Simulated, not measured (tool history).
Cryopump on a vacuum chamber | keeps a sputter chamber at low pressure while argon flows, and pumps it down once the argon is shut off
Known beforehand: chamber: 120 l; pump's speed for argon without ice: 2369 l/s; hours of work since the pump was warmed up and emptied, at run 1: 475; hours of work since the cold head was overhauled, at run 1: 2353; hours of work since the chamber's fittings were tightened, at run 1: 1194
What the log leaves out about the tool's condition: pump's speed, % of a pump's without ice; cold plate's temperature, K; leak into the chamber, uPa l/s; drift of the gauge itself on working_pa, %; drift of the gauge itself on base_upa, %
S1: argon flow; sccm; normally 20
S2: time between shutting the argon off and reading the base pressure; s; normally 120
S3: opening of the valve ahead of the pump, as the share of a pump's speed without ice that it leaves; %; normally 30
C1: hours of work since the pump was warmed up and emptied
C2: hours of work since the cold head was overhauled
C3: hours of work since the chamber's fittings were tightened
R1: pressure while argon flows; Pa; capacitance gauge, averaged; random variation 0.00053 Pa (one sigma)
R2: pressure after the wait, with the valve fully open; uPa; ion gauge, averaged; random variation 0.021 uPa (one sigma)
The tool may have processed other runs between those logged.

run 1 day=0.000 | S1=20 S2=120 S3=30 | C1=475 C2=2353 C3=1194 | R1=0.0520 R2=0.64
run 2 day=2.683 | S1=20 S2=120 S3=30 | C1=532 C2=2410 C3=1251 | R1=0.0527 R2=0.68
-- day=4.046 pump warmed up, emptied and cooled again
run 3 day=4.721 | S1=20 S2=43 S3=30 | C1=14 C2=2449 C3=1290 | R1=0.0479 R2=1.12
run 4 day=8.088 | S1=20 S2=43 S3=30 | C1=86 C2=2521 C3=1362 | R1=0.0494 R2=1.13
run 5 day=10.983 | S1=20 S2=43 S3=30 | C1=148 C2=2583 C3=1424 | R1=0.0492 R2=1.14
run 6 day=13.479 | S1=20 S2=43 S3=30 | C1=201 C2=2636 C3=1477 | R1=0.0502 R2=1.19
run 7 day=15.054 | S1=20 S2=43 S3=30 | C1=235 C2=2670 C3=1511 | R1=0.0493 R2=1.18
run 8 day=18.179 | S1=20 S2=120 S3=30 | C1=302 C2=2736 C3=1578 | R1=0.0506 R2=0.66
run 9 day=20.183 | S1=20 S2=120 S3=30 | C1=344 C2=2779 C3=1620 | R1=0.0496 R2=0.67
run 10 day=22.633 | S1=20 S2=120 S3=30 | C1=397 C2=2831 C3=1673 | R1=0.0501 R2=0.71
run 11 day=24.742 | S1=20 S2=120 S3=30 | C1=442 C2=2876 C3=1718 | R1=0.0511 R2=0.70
run 12 day=28.108 | S1=20 S2=120 S3=30 | C1=513 C2=2948 C3=1789 | R1=0.0517 R2=0.76
-- day=30.571 pump warmed up, emptied and cooled again
run 13 day=30.842 | S1=20 S2=120 S3=30 | C1=6 C2=3002 C3=1843 | R1=0.0482 R2=0.66
run 14 day=33.221 | S1=20 S2=120 S3=30 | C1=57 C2=3053 C3=1894 | R1=0.0481 R2=0.69
run 15 day=35.900 | S1=20 S2=120 S3=30 | C1=114 C2=3110 C3=1951 | R1=0.0483 R2=0.69
-- day=38.367 leaking fittings of the chamber tightened, without venting
run 16 day=38.367 | S1=20 S2=147 S3=30 | C1=165 C2=3161 C3=0 | R1=0.0494 R2=0.44
run 17 day=39.938 | S1=20 S2=82 S3=30 | C1=198 C2=3194 C3=34 | R1=0.0497 R2=0.60
run 18 day=41.579 | S1=20 S2=82 S3=30 | C1=233 C2=3229 C3=68 | R1=0.0493 R2=0.57
run 19 day=45.267 | S1=20 S2=21 S3=30 | C1=312 C2=3308 C3=147 | R1=0.0504 R2=1.89
run 20 day=48.200 | S1=27 S2=21 S3=29 | C1=374 C2=3371 C3=210 | R1=0.0710 R2=1.85
run 21 day=51.238 | S1=24 S2=28 S3=30 | C1=439 C2=3435 C3=275 | R1=0.0622 R2=1.48
run 22 day=52.921 | S1=24 S2=94 S3=23 | C1=475 C2=3471 C3=310 | R1=0.0802 R2=0.62
run 23 day=55.275 | S1=11 S2=61 S3=16 | C1=525 C2=3522 C3=361 | R1=0.0519 R2=0.79
-- day=57.075 pump warmed up, emptied and cooled again
run 24 day=59.021 | S1=24 S2=170 S3=16 | C1=41 C2=3597 C3=436 | R1=0.1082 R2=0.41
run 25 day=61.000 | S1=35 S2=48 S3=44 | C1=84 C2=3639 C3=478 | R1=0.0593 R2=0.99
run 26 day=64.442 | S1=35 S2=48 S3=44 | C1=157 C2=3713 C3=552 | R1=0.0594 R2=0.92
run 27 day=66.621 | S1=35 S2=48 S3=44 | C1=204 C2=3759 C3=598 | R1=0.0593 R2=0.97
run 28 day=68.579 | S1=35 S2=56 S3=39 | C1=245 C2=3801 C3=640 | R1=0.0675 R2=0.84
run 29 day=71.771 | S1=20 S2=153 S3=42 | C1=313 C2=3869 C3=708 | R1=0.0371 R2=0.48
run 30 day=75.233 | S1=38 S2=45 S3=60 | C1=387 C2=3943 C3=782 | R1=0.0524 R2=1.06
run 31 day=78.104 | S1=40 S2=273 S3=38 | C1=449 C2=4004 C3=843 | R1=0.0826 R2=0.43
run 32 day=80.812 | S1=40 S2=273 S3=38 | C1=506 C2=4062 C3=901 | R1=0.0860 R2=0.44
-- day=83.412 pump warmed up, emptied and cooled again
run 33 day=83.938 | S1=24 S2=62 S3=32 | C1=11 C2=4124 C3=963 | R1=0.0533 R2=0.80
run 34 day=85.829 | S1=24 S2=62 S3=32 | C1=52 C2=4165 C3=1004 | R1=0.0546 R2=0.82

Predict each of these 4 candidate next runs independently; none follows another, all start after run 34:
run A day=87.350 | S1=26 S2=262 S3=34 | C1=84 C2=4197 C3=1036 | R1=? R2=?
run B day=87.350 | S1=10 S2=41 S3=30 | C1=84 C2=4197 C3=1036 | R1=? R2=?
run C day=87.350 | S1=13 S2=119 S3=22 | C1=84 C2=4197 C3=1036 | R1=? R2=?
run D day=87.350 | S1=12 S2=39 S3=16 | C1=84 C2=4197 C3=1036 | R1=? R2=?

run=A R1=0.0554 R2=0.41
run=B R1=0.0242 R2=1.17
run=C R1=0.0418 R2=0.53
run=D R1=0.0542 R2=1.18
Stripped of hidden state, with their random variation kept, the same runs would have yielded:
run=A R1=0.0542 R2=0.27
run=B R1=0.0238 R2=1.03
run=C R1=0.0412 R2=0.39
run=D R1=0.0536 R2=1.04
